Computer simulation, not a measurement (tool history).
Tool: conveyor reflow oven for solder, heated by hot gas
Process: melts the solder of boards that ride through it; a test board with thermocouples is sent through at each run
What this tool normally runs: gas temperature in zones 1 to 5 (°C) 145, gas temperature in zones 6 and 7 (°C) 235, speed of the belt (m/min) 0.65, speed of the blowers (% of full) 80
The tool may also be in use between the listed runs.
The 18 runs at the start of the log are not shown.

run   hour  gas temperature in zones 1 to 5 (°C)  gas temperature in zones 6 and 7 (°C)  speed of the belt (m/min)  speed of the blowers (% of full)  highest temperature of the board (°C)  time above the solder's melting point (s)
 19  177.8                                   151                                    230                       0.65                                80                                  217.8                                       45.6
 20  188.4                                   145                                    228                       0.65                                80                                    215                                       42.5
 21  196.6                                   160                                    234                       0.65                                51                                  215.6                                       46.5
 22  202.6                                   160                                    248                       0.65                                51                                  226.4                                         52
 23  214.2                                   160                                    248                       0.65                                51                                    226                                       51.9
 24  224.5                                   148                                    231                       0.65                                61                                  212.6                                       41.1
 25  231.2                                   144                                    235                      0.698                                86                                  219.3                                       41.2
 26  243.6                                   137                                    237                      0.549                                52                                    218                                       49.3
 27  250.7                                   158                                    243                      0.713                                63                                  222.1                                         45
 28  260.4                                   149                                    240                      0.622                                80                                    226                                       51.8
 29  270.5                                   149                                    240                      0.622                                80                                  226.8                                       51.2
 30  282.3                                   144                                    235                      0.605                                81                                  222.5                                       49.7

4 ways to go on from here, each from the tool as it stands after run 30. What would each give?
  A  295.6                                   144                                    235                      0.605                                71                                      ?                                          ?
  B  295.6                                   147                                    235                      0.605                                53                                      ?                                          ?
  C  295.6                                   145                                    226                       0.65                                80                                      ?                                          ?
  D  295.6                                   146                                    235                      0.628                                80                                      ?                                          ?

run  highest temperature of the board (°C)  time above the solder's melting point (s)
  A                                  220.2                                         48
  B                                    216                                       45.5
  C                                  212.3                                       40.9
  D                                  221.9                                       47.5
With the hidden condition removed and each run's random variation left untouched, the same runs would have given:
run  highest temperature of the board (°C)  time above the solder's melting point (s)
  A                                    219                                       47.2
  B                                  214.8                                       44.5
  C                                  211.2                                       40.2
  D                                  220.8                                       46.7
